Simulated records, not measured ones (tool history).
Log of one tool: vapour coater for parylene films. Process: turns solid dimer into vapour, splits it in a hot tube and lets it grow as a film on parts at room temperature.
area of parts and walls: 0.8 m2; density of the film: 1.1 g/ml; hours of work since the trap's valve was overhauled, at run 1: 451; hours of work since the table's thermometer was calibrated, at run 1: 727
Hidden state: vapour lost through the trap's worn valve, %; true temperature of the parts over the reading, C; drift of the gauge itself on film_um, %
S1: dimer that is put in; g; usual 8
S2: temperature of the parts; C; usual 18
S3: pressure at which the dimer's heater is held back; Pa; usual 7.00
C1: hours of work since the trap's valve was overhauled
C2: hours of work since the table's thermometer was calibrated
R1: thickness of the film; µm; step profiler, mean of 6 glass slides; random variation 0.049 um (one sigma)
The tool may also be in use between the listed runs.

run	hour	S1	S2	S3	C1	C2	R1
1	0.0	8	18	7.00	451	727	5.73
# hour 27.5: trap's valve overhauled
2	27.5	8	18	7.00	0	747	5.31
3	40.8	8	18	7.00	11	758	5.22
4	59.0	8	21	7.00	27	774	5.03
5	72.9	8	14	7.00	39	786	5.58
6	93.7	8	23	7.00	57	804	4.75
7	114.8	8	23	7.00	75	822	4.73
8	130.4	8	19	7.00	89	836	5.03
9	159.5	8	19	7.00	114	861	5.05
# hour 178.4: trap's valve overhauled, once more
10	181.8	8	19	7.00	3	876	6.32
11	205.2	8	26	7.00	23	896	5.57
12	234.4	8	18	7.00	48	922	6.42
13	259.6	4	18	10.70	70	943	2.88
14	286.8	8	18	7.21	93	967	6.18
15	308.4	8	21	11.58	112	985	5.39
16	333.1	8	21	11.58	133	1007	5.31
17	362.6	7	11	11.58	159	1032	5.40
18	378.7	9	10	11.11	172	1046	7.24
19	406.4	8	18	5.53	196	1070	6.54
20	420.2	7	18	2.29	208	1082	6.87
21	438.6	10	18	7.70	224	1097	7.44
22	462.5	10	18	7.70	245	1118	7.56
23	480.5	6	18	5.10	260	1133	4.84

Hidden state or all else? Some run-to-run changes of R1, split into what the settings, what came in and random variation would give without the hidden state, and what is left for the hidden state (with any gauge scatter that isn't in both results):
Run 1 -> 2: trap's valve overhauled. R1 -0.42 µm: hidden state -0.45, all else +0.03.
Run 9 -> 10: trap's valve overhauled, once more. R1 +1.27 µm: hidden state +1.32, all else -0.05.
Run 12 -> 13: S1 8 -> 4, S3 7.00 -> 10.70. R1 -3.54 µm: hidden state +0.08, all else -3.62.
Run 13 -> 14: S1 4 -> 8, S3 10.70 -> 7.21. R1 +3.30 µm: hidden state -0.14, all else +3.44.

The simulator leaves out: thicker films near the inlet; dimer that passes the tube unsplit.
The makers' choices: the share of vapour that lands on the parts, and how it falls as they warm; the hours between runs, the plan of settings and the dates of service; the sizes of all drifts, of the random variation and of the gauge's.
